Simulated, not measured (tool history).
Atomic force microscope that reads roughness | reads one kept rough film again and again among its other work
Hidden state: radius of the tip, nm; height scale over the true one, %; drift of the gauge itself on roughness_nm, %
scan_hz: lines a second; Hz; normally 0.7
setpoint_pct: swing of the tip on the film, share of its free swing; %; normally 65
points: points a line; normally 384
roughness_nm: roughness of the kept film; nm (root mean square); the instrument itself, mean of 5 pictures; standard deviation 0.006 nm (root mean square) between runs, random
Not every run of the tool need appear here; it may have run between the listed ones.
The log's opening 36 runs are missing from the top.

run    hour  scan_hz  setpoint_pct  points  pictures with this tip  hours of work since the height scale was calibrated  roughness_nm
 37  1337.3    1.924            57     384                     124                                                  341         1.045
 38  1390.7    2.504            67     768                     200                                                  372         0.945
     1411.7  -- new tip fitted
 39  1418.2    2.356            78     592                       9                                                  388         0.926
 40  1446.7    2.356            78     435                      49                                                  405         0.906
 41  1493.6    1.883            85     959                     115                                                  432         0.865
 42  1535.7    3.341            66     963                     175                                                  457         0.921
     1577.1  -- new tip fitted
 43  1587.3    1.013            63     634                      14                                                  487         1.098
 44  1630.8    1.249            65     367                      76                                                  513         1.042
 45  1677.1    3.294            85     384                     141                                                  540         0.731

Expected results for the next run?
 46  1702.4    3.294            85     384                     177                                                  555             ?

{"run 46": {"roughness_nm": 0.732}}
On a tool with no hidden condition, and with the same random variation, this run would have come out at roughness_nm 0.793 nm (root mean square).

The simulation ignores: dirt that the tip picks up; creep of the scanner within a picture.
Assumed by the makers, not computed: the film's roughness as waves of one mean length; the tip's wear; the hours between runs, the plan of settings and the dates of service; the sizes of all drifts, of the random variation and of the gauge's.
